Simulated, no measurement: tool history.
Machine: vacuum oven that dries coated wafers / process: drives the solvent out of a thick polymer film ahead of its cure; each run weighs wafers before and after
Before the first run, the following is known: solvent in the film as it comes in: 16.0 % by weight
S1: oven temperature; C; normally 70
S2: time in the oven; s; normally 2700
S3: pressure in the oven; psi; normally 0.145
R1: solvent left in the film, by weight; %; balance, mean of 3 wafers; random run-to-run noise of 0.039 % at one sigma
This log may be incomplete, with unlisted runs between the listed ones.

| run | hour | S1 | S2 | S3 | R1 |
|---|---|---|---|---|---|
| 1 | 0.0 | 70 | 2700 | 0.145 | 2.55 |
| 2 | 10.0 | 70 | 2700 | 0.145 | 2.51 |
| 3 | 17.4 | 70 | 2700 | 0.145 | 2.46 |
| 4 | 25.9 | 74 | 2700 | 0.145 | 1.65 |
| 5 | 34.2 | 74 | 2700 | 0.145 | 1.62 |
| 6 | 43.1 | 74 | 2700 | 0.145 | 1.67 |
| 7 | 51.5 | 70 | 2700 | 0.273 | 3.64 |
| 8 | 65.3 | 70 | 2700 | 0.326 | 4.01 |
| 9 | 74.7 | 56 | 2700 | 0.145 | 8.17 |
| 10 | 82.4 | 56 | 3660 | 0.145 | 7.02 |
| 11 | 95.5 | 56 | 3660 | 0.145 | 6.96 |
| 12 | 106.4 | 70 | 2700 | 0.145 | 2.57 |
| 13 | 119.0 | 70 | 2700 | 0.145 | 2.61 |
| 14 | 133.6 | 70 | 2700 | 0.145 | 2.59 |
| 15 | 143.5 | 70 | 2700 | 0.135 | 2.54 |
| 16 | 157.0 | 70 | 2700 | 0.125 | 2.43 |
| 17 | 169.3 | 70 | 2700 | 0.125 | 2.43 |
| 18 | 184.1 | 70 | 2700 | 0.125 | 2.43 |
| 19 | 195.5 | 70 | 2700 | 0.302 | 3.92 |
| 20 | 203.6 | 70 | 2700 | 0.302 | 3.99 |
| 21 | 215.0 | 70 | 2700 | 0.302 | 3.95 |
| 22 | 226.0 | 79 | 2700 | 0.145 | 1.08 |
| 23 | 233.6 | 79 | 2700 | 0.145 | 1.09 |
| 24 | 243.4 | 79 | 2700 | 0.145 | 1.06 |
| 25 | 256.1 | 79 | 3000 | 0.080 | 0.56 |
| 26 | 270.7 | 79 | 3000 | 0.080 | 0.63 |
| 27 | 283.6 | 70 | 2700 | 0.490 | 5.51 |
| 28 | 290.4 | 70 | 3240 | 0.245 | 3.03 |
| 29 | 300.7 | 70 | 3240 | 0.245 | 3.07 |
| 30 | 307.6 | 59 | 2700 | 0.088 | 6.50 |
| 31 | 317.6 | 59 | 2760 | 0.088 | 6.47 |
| 32 | 332.8 | 59 | 2760 | 0.088 | 6.43 |
| 33 | 344.3 | 68 | 2700 | 0.239 | 4.17 |
| 34 | 352.8 | 68 | 2700 | 0.239 | 4.15 |
| 35 | 365.0 | 68 | 2700 | 0.180 | 3.64 |
| 36 | 380.4 | 70 | 2700 | 0.145 | 2.74 |
| 37 | 390.7 | 70 | 2700 | 0.145 | 2.72 |
| 38 | 404.4 | 70 | 2700 | 0.145 | 2.72 |
| 39 | 415.9 | 68 | 3720 | 0.355 | 4.49 |
| 40 | 428.0 | 57 | 2700 | 0.106 | 7.55 |
| 41 | 442.0 | 70 | 1500 | 0.102 | 4.66 |
| 42 | 455.5 | 76 | 1500 | 0.331 | 3.89 |
| 43 | 467.9 | 76 | 2460 | 0.080 | 1.07 |
| 44 | 474.5 | 76 | 2160 | 0.365 | 3.28 |
| 45 | 483.7 | 82 | 4020 | 0.365 | 2.18 |
| 46 | 497.2 | 70 | 2700 | 0.074 | 2.10 |

Had the tool no unlogged condition, and each run kept its random variation, what would the results have been?
Hidden state at play: true wafer temperature over the reading, C; true pressure over the reading, kPa; drift of the gauge itself on solvent_pct, %.
| run | R1 |
|---|---|
| 1 | 2.40 |
| 2 | 2.35 |
| 3 | 2.30 |
| 4 | 1.55 |
| 5 | 1.51 |
| 6 | 1.56 |
| 7 | 3.45 |
| 8 | 3.80 |
| 9 | 7.90 |
| 10 | 6.72 |
| 11 | 6.66 |
| 12 | 2.36 |
| 13 | 2.41 |
| 14 | 2.38 |
| 15 | 2.33 |
| 16 | 2.22 |
| 17 | 2.21 |
| 18 | 2.21 |
| 19 | 3.66 |
| 20 | 3.73 |
| 21 | 3.68 |
| 22 | 1.00 |
| 23 | 1.01 |
| 24 | 0.97 |
| 25 | 0.50 |
| 26 | 0.56 |
| 27 | 5.18 |
| 28 | 2.78 |
| 29 | 2.81 |
| 30 | 6.08 |
| 31 | 6.04 |
| 32 | 6.00 |
| 33 | 3.81 |
| 34 | 3.78 |
| 35 | 3.27 |
| 36 | 2.42 |
| 37 | 2.39 |
| 38 | 2.40 |
| 39 | 4.13 |
| 40 | 7.08 |
| 41 | 4.22 |
| 42 | 3.53 |
| 43 | 0.87 |
| 44 | 2.99 |
| 45 | 2.04 |
| 46 | 1.75 |

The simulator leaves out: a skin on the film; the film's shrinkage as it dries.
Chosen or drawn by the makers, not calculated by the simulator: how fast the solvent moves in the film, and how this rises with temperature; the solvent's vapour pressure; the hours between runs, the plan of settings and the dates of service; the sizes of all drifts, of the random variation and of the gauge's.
